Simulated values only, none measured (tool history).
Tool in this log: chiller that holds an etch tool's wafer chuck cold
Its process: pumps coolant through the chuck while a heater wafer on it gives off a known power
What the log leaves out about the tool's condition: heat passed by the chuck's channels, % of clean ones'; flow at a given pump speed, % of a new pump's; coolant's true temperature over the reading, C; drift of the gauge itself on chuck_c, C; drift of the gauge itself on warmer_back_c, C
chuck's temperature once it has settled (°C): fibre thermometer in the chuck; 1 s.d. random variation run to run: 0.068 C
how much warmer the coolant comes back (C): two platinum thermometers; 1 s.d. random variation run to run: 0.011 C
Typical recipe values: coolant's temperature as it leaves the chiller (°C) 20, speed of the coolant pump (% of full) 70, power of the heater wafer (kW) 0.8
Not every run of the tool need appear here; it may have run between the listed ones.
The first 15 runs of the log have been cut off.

| run | hour | coolant's temperature as it leaves the chiller (°C) | speed of the coolant pump (% of full) | power of the heater wafer (kW) | hours since the coolant was changed and the channels were flushed | hours since the pump was overhauled | hours since the chiller's thermometer was calibrated | chuck's temperature once it has settled (°C) | how much warmer the coolant comes back (C) |
|---|---|---|---|---|---|---|---|---|---|
| 16 | 1840.1 | 20 | 70 | 0.8 | 2588 | 2138 | 188 | 27.32 | 3.15 |
| 17 | 1954.9 | 26 | 70 | 0.8 | 2703 | 2253 | 303 | 33.37 | 3.17 |
| 18 | 2034.3 | 24 | 93 | 0.789 | 2783 | 2333 | 382 | 30.03 | 2.38 |
| 19 | 2191 | 24 | 63 | 0.464 | 2939 | 2489 | 539 | 28.42 | 2.01 |
| 20 | 2337.7 | 10 | 63 | 0.898 | 3086 | 2636 | 685 | 18.68 | 3.95 |
| 21 | 2415.7 | 10 | 82 | 0.436 | 3164 | 2714 | 763 | 13.61 | 1.51 |
| 22 | 2532.1 | 19 | 88 | 0.8 | 3280 | 2830 | 880 | 25.29 | 2.55 |
| 23 | 2690.3 | 19 | 88 | 0.8 | 3439 | 2989 | 1038 | 25.25 | 2.57 |
| 24 | 2828.2 | 11 | 77 | 0.753 | 3577 | 3127 | 1176 | 17.52 | 2.74 |
| 25 | 2911.8 | 24 | 97 | 0.497 | 3660 | 3210 | 1260 | 27.71 | 1.45 |

Estimate the outcome of run 26 from the log above:
| 26 | 3008.2 | 20 | 79 | 0.467 | 3757 | 3307 | 1356 | ? | ? |

For run 26 the tool returned chuck's temperature once it has settled (°C) 23.95, how much warmer the coolant comes back (C) 1.67.
Were there no unlogged condition in the tool, this run, its random variation unchanged, would have produced chuck's temperature once it has settled (°C) 23.76, how much warmer the coolant comes back (C) 1.62.
